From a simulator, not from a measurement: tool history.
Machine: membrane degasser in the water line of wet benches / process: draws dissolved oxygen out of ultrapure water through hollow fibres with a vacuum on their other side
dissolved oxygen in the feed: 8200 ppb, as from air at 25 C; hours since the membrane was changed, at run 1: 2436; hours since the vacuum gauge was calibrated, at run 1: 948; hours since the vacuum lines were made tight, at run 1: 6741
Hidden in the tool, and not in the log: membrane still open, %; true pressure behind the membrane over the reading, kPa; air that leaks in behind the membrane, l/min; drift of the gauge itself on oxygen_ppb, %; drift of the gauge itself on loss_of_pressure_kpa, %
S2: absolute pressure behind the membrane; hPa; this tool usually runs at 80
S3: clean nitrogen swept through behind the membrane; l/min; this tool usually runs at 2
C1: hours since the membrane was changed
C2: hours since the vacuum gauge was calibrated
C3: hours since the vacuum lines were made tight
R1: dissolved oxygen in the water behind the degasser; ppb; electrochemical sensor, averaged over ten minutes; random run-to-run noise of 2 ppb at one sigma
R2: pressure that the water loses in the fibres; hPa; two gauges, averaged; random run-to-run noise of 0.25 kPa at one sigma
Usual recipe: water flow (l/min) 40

Run 1, hour 0: usual settings; C1 2436; C2 948; C3 6741. Result: R1 238.7 ppb, R2 685 hPa.
Run 2, hour 37.1: usual settings; C1 2473; C2 985; C3 6778. Result: R1 236.9 ppb, R2 690.2 hPa.
Run 3, hour 81.8: usual settings but water flow (l/min) 41; C1 2518; C2 1030; C3 6823. Result: R1 245.1 ppb, R2 704 hPa.
Run 4, hour 123.9: usual settings but S2 57.6 hPa; C1 2560; C2 1072; C3 6865. Result: R1 139.9 ppb, R2 691.4 hPa.
Run 5, hour 153.7: usual settings; C1 2590; C2 1102; C3 6895. Result: R1 235.6 ppb, R2 686.9 hPa.
Run 6, hour 206.9: usual settings but water flow (l/min) 34; C1 2643; C2 1155; C3 6948. Result: R1 197.2 ppb, R2 584.4 hPa.
Run 7, hour 266.3: usual settings but water flow (l/min) 34; C1 2702; C2 1214; C3 7008. Result: R1 197.3 ppb, R2 587 hPa.
Run 8, hour 294.6: usual settings but water flow (l/min) 34; C1 2731; C2 1243; C3 7036. Result: R1 197.8 ppb, R2 583.8 hPa.
Run 9, hour 320: usual settings but S2 130.7 hPa; C1 2756; C2 1268; C3 7061. Result: R1 450.3 ppb, R2 687.7 hPa.
Run 10, hour 348.1: usual settings but S2 130.7 hPa; C1 2784; C2 1296; C3 7089. Result: R1 454.3 ppb, R2 688.8 hPa.
Run 11, hour 407.5: usual settings but S2 130.7 hPa; C1 2843; C2 1356; C3 7149. Result: R1 449.8 ppb, R2 688.4 hPa.
Run 12, hour 466: usual settings but S2 130.7 hPa; C1 2902; C2 1414; C3 7207. Result: R1 444 ppb, R2 689.9 hPa.
Run 13, hour 527.9: usual settings but S2 130.7 hPa; C1 2964; C2 1476; C3 7269. Result: R1 449.1 ppb, R2 690.4 hPa.
Run 14, hour 589.1: usual settings but water flow (l/min) 54, S2 188.4 hPa, S3 5.61 l/min; C1 3025; C2 1537; C3 7330. Result: R1 407.9 ppb, R2 932.3 hPa.
Run 15, hour 619.8: usual settings but S2 89.7 hPa, S3 1.92 l/min; C1 3056; C2 1568; C3 7361. Result: R1 289.6 ppb, R2 690.1 hPa.
Run 16, hour 678.7: usual settings but S3 1.45 l/min; C1 3115; C2 1627; C3 7420. Result: R1 304.6 ppb, R2 686 hPa.
Run 17, hour 724.4: usual settings but S3 5.5 l/min; C1 3160; C2 1673; C3 7466. Result: R1 110.4 ppb, R2 692.9 hPa.
Run 18, hour 767.7: usual settings but S3 5 l/min; C1 3204; C2 1716; C3 7509. Result: R1 118.9 ppb, R2 692.8 hPa.
Run 19, hour 808.3: usual settings but S2 70.7 hPa; C1 3244; C2 1756; C3 7550. Result: R1 200.9 ppb, R2 689 hPa.
Run 20, hour 863.7: usual settings but S2 162.3 hPa; C1 3300; C2 1812; C3 7605. Result: R1 578 ppb, R2 692.2 hPa.
Run 21, hour 892.8: usual settings but S2 93.7 hPa, S3 3.02 l/min; C1 3329; C2 1841; C3 7634. Result: R1 216.5 ppb, R2 694.2 hPa.
Run 22, hour 920.4: usual settings but S2 93.7 hPa, S3 3.02 l/min; C1 3356; C2 1869; C3 7662. Result: R1 214 ppb, R2 690.5 hPa.
Run 23, hour 952: usual settings but S2 83 hPa, S3 1.74 l/min; C1 3388; C2 1900; C3 7693. Result: R1 281.5 ppb, R2 693.2 hPa.
Run 24, hour 1001.2: usual settings but water flow (l/min) 28, S2 83 hPa, S3 1.41 l/min; C1 3437; C2 1949; C3 7742. Result: R1 234.6 ppb, R2 485.6 hPa.
Run 25, hour 1033.1: usual settings but water flow (l/min) 28, S2 81.9 hPa, S3 2.69 l/min; C1 3469; C2 1981; C3 7774. Result: R1 130.9 ppb, R2 485.5 hPa.
Run 26, hour 1082.9: usual settings but water flow (l/min) 34, S2 60.4 hPa, S3 4.85 l/min; C1 3519; C2 2031; C3 7824. Result: R1 63.3 ppb, R2 588.2 hPa.

A few steps of R1 between consecutive runs. Split each: what settings, incoming material and random variation would produce without the hidden state, and what is left over for the hidden state, along with gauge scatter present in only one of the two compared results (measured, and without hidden state):
Run 16 -> 17: S3 1.45 -> 5.5. R1 -194.2 ppb: hidden state -4.2, all else -190.
Run 19 -> 20: S2 70.7 -> 162.3. R1 +377.1 ppb: hidden state +2.6, all else +374.5.
Run 20 -> 21: S2 162.3 -> 93.7, S3 2 -> 3.02. R1 -361.5 ppb: hidden state -3.4, all else -358.1.
